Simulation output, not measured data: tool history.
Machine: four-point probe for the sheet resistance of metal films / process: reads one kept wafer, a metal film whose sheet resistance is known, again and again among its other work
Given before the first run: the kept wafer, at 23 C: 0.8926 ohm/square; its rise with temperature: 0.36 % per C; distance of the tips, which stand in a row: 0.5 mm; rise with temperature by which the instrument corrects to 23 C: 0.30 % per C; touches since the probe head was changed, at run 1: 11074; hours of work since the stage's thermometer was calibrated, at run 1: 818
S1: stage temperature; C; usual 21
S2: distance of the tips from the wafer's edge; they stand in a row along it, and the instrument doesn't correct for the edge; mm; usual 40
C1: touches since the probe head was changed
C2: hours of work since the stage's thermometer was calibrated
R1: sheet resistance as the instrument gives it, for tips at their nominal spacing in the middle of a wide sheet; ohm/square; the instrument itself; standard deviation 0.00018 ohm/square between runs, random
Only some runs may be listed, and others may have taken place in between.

Run 1, day 0.000: usual settings; C1 11074; C2 818. Result: R1 0.891708 ohm/square.
Run 2, day 0.392: usual settings; C1 11241; C2 822. Result: R1 0.891631 ohm/square.
Run 3, day 0.742: usual settings; C1 11391; C2 826. Result: R1 0.891672 ohm/square.
Run 4, day 1.342: usual settings; C1 11645; C2 833. Result: R1 0.891666 ohm/square.
Run 5, day 2.067: usual settings; C1 11954; C2 841. Result: R1 0.891474 ohm/square.
Run 6, day 2.500: usual settings; C1 12139; C2 845. Result: R1 0.891704 ohm/square.
Run 7, day 3.246: usual settings; C1 12456; C2 854. Result: R1 0.891668 ohm/square.
Run 8, day 3.879: usual settings; C1 12725; C2 861. Result: R1 0.891675 ohm/square.
Run 9, day 4.442: usual settings but S1 24 C, S2 4 mm; C1 12965; C2 867. Result: R1 0.900626 ohm/square.
Run 10, day 4.767: usual settings but S1 24 C, S2 4 mm; C1 13103; C2 870. Result: R1 0.900754 ohm/square.
Run 11, day 5.392: usual settings but S1 27 C, S2 12 mm; C1 13369; C2 877. Result: R1 0.895551 ohm/square.
Run 12, day 5.788: usual settings but S1 31 C, S2 9 mm; C1 13538; C2 881. Result: R1 0.898469 ohm/square.
Run 13, day 6.362: usual settings but S1 31 C, S2 9 mm; C1 13782; C2 888. Result: R1 0.898363 ohm/square.

Expected results for the next run?
Run 14, day 7.075: usual settings but S1 29 C, S2 20 mm; C1 14085; C2 896. Result: R1 ?.

R1: 0.895855 ohm/square
The same run, on a tool lacking any hidden state, would have yielded R1 0.895833 ohm/square.

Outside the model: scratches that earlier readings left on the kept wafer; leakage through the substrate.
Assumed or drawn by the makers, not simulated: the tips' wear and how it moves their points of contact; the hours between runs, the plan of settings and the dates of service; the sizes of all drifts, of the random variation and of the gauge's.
